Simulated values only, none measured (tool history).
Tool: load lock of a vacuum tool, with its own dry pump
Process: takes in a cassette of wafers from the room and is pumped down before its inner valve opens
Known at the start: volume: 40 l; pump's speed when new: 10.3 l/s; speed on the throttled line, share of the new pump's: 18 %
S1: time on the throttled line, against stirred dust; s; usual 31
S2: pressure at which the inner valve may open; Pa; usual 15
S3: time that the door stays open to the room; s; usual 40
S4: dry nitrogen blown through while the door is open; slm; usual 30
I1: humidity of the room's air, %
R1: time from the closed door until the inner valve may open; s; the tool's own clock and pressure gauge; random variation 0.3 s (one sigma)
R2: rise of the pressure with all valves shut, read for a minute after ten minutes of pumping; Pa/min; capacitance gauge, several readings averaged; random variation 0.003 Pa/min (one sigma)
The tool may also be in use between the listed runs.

run 1 day=0 | S1=31 S2=15 S3=40 S4=30 | I1=46.1 | R1=60.7 R2=0.044
run 2 day=7.967 | S1=31 S2=15 S3=40 S4=30 | I1=47.5 | R1=61.4 R2=0.044
run 3 day=12.146 | S1=31 S2=15 S3=40 S4=30 | I1=46.6 | R1=61 R2=0.045
run 4 day=18.762 | S1=31 S2=15 S3=40 S4=30 | I1=40.9 | R1=60.7 R2=0.053
run 5 day=25.175 | S1=31 S2=15 S3=40 S4=30 | I1=46 | R1=60.8 R2=0.054
run 6 day=33.388 | S1=31 S2=15 S3=40 S4=30 | I1=46.3 | R1=60.9 R2=0.05
run 7 day=41.354 | S1=31 S2=15 S3=40 S4=30 | I1=45.9 | R1=61.1 R2=0.066
run 8 day=47.192 | S1=31 S2=15 S3=40 S4=30 | I1=44.2 | R1=60.8 R2=0.061
run 9 day=50.612 | S1=31 S2=15 S3=40 S4=30 | I1=46.2 | R1=60.8 R2=0.059
run 10 day=57.183 | S1=31 S2=15 S3=40 S4=30 | I1=45.5 | R1=61.2 R2=0.061
run 11 day=61.167 | S1=31 S2=15 S3=40 S4=30 | I1=44.1 | R1=61.3 R2=0.072
run 12 day=66.346 | S1=31 S2=15 S3=40 S4=30 | I1=43 | R1=60.3 R2=0.069
run 13 day=71.688 | S1=31 S2=15 S3=40 S4=30 | I1=45.7 | R1=61.5 R2=0.073
run 14 day=75.408 | S1=31 S2=15 S3=78 S4=30 | I1=47.7 | R1=61.4 R2=0.083
run 15 day=82.196 | S1=43 S2=15 S3=78 S4=30 | I1=46.3 | R1=70.9 R2=0.08
run 16 day=90.388 | S1=43 S2=15 S3=78 S4=30 | I1=42.4 | R1=71.7 R2=0.086
run 17 day=98.512 | S1=43 S2=15 S3=124 S4=30 | I1=43.8 | R1=70.7 R2=0.1
run 18 day=104.95 | S1=43 S2=15 S3=124 S4=30 | I1=44.2 | R1=71.2 R2=0.101
run 19 day=108.662 | S1=43 S2=15 S3=124 S4=30 | I1=46.4 | R1=71.1 R2=0.102
run 20 day=114.492 | S1=43 S2=15 S3=124 S4=30 | I1=48.9 | R1=71.3 R2=0.112
run 21 day=121.975 | S1=33 S2=15 S3=40 S4=20 | I1=47.3 | R1=63.3 R2=0.112
run 22 day=129.675 | S1=33 S2=15 S3=40 S4=20 | I1=46.3 | R1=63.2 R2=0.116
run 23 day=137.275 | S1=33 S2=15 S3=40 S4=20 | I1=48.8 | R1=63.1 R2=0.119
run 24 day=142.975 | S1=37 S2=15 S3=118 S4=30 | I1=46.6 | R1=66.4 R2=0.13
run 25 day=149.162 | S1=37 S2=15 S3=118 S4=30 | I1=43.8 | R1=67 R2=0.125
run 26 day=156.396 | S1=37 S2=15 S3=118 S4=30 | I1=49 | R1=66.5 R2=0.145
run 27 day=162.979 | S1=26 S2=15 S3=118 S4=9 | I1=44 | R1=57.6 R2=0.161
run 28 day=170.625 | S1=26 S2=15 S3=118 S4=40 | I1=45.8 | R1=58.1 R2=0.146

The next listed run, before its measurement:
run 29 day=176.312 | S1=31 S2=15 S3=79 S4=30 | I1=45.8 | R1=? R2=?

{"run 29": {"R1": 62, "R2": 0.147}}
Without the tool's hidden state the same run would have given R1 60.2 s, R2 0.02 Pa/min.

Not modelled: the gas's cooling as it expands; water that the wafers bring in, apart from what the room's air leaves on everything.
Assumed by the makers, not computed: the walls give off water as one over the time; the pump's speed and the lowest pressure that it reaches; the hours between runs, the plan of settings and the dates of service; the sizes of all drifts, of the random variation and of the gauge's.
